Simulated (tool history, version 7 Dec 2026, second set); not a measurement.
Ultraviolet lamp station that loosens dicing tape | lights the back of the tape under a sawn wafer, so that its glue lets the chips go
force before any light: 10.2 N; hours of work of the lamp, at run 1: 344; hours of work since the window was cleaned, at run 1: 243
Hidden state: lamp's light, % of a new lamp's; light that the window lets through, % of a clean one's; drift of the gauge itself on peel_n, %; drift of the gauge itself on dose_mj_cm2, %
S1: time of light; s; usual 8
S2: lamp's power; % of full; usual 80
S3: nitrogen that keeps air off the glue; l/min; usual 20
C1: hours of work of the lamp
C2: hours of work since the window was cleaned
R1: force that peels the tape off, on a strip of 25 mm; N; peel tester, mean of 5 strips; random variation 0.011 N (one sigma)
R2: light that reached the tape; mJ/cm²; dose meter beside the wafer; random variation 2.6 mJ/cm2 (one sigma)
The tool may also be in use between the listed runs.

run	hour	S1	S2	S3	C1	C2	R1	R2
1	0	8	80	20	344	243	0.627	306
2	17.7	8	80	20	356	255	0.648	305
3	39.2	8	91	20	370	269	0.465	344
4	52.3	8	80	20	379	278	0.656	297
5	73.9	10	80	20	393	292	0.371	370
6	91	10	80	20	405	304	0.376	371
7	110.8	8	80	20	418	317	0.68	292
8	137	8	80	20	435	334	0.686	293
9	152.4	8	80	28	445	344	0.585	293
10	172.3	8	80	9	458	357	1.2	292
11	187.9	5	60	10	469	368	3.548	135
12	206.9	9	68	10	481	380	1.22	280
13	231.5	4	80	8	498	397	3.723	142
14	252.4	8	78	37	512	411	0.591	277
15	270.5	13	100	28	524	423	0.095	571
16	291.4	8	96	8	537	436	0.905	340
17	309.6	4	96	7	549	448	3.048	167
18	328.4	6	80	20	562	461	1.46	209
19	342.8	5	89	9	571	470	2.368	189
20	354.9	8	70	7	579	478	1.855	244

Forecast each of these 5 alternatives for the next run:
A	376	5	80	17	593	492	?	?
B	376	8	84	30	593	492	?	?
C	376	5	80	20	593	492	?	?
D	376	8	95	7	593	492	?	?
E	376	13	80	20	593	492	?	?

run	R1	R2
A	2.186	173
B	0.57	288
C	1.988	172
D	1.056	330
E	0.216	453
Without the tool's hidden state the same runs would have given:
run	R1	R2
A	1.537	213
B	0.316	355
C	1.379	212
D	0.645	407
E	0.126	557

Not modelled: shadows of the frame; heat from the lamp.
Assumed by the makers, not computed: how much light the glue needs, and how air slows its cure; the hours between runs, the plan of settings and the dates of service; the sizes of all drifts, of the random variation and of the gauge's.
